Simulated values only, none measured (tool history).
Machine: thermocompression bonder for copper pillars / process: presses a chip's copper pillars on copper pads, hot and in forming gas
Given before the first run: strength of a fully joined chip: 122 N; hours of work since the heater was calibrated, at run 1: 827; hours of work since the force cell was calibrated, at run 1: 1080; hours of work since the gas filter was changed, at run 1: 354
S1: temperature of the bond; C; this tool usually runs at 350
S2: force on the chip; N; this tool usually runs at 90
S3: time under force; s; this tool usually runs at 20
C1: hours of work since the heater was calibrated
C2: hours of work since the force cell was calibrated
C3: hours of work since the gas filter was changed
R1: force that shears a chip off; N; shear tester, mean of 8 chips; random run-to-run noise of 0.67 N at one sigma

run,hour,S1,S2,S3,C1,C2,C3,R1
1,0.0,350,90,20,827,1080,354,43.1
# hour 5.2: force cell calibrated
# hour 5.7: forming gas filter changed
2,30.5,350,90,20,844,15,15,44.8
3,71.4,350,90,20,869,40,40,43.4
4,97.7,350,90,15,886,57,57,40.1
5,116.2,350,90,15,897,68,68,39.9
6,148.9,350,90,11,917,88,88,34.9
7,177.5,378,112,20,935,106,106,66.8
8,210.8,328,103,40,955,126,126,49.1
9,254.4,359,81,17,982,153,153,43.4
10,274.5,326,55,45,994,165,165,35.0
11,299.9,375,55,54,1010,181,181,63.0
12,321.2,375,55,54,1023,194,194,62.4

Predict each of these 5 candidate next runs independently; none follows another, all start after run 12:
A,350.1,346,80,12,1041,212,212,?
B,350.1,375,61,14,1041,212,212,?
C,350.1,350,90,43,1041,212,212,?
D,350.1,353,111,18,1041,212,212,?
E,350.1,369,55,54,1041,212,212,?

run,R1
A,31.2
B,40.1
C,59.4
D,50.2
E,60.0
The same runs, with their run-to-run variation unchanged, on a tool lacking any hidden condition would have given:
run,R1
A,31.3
B,40.3
C,59.6
D,50.4
E,60.3
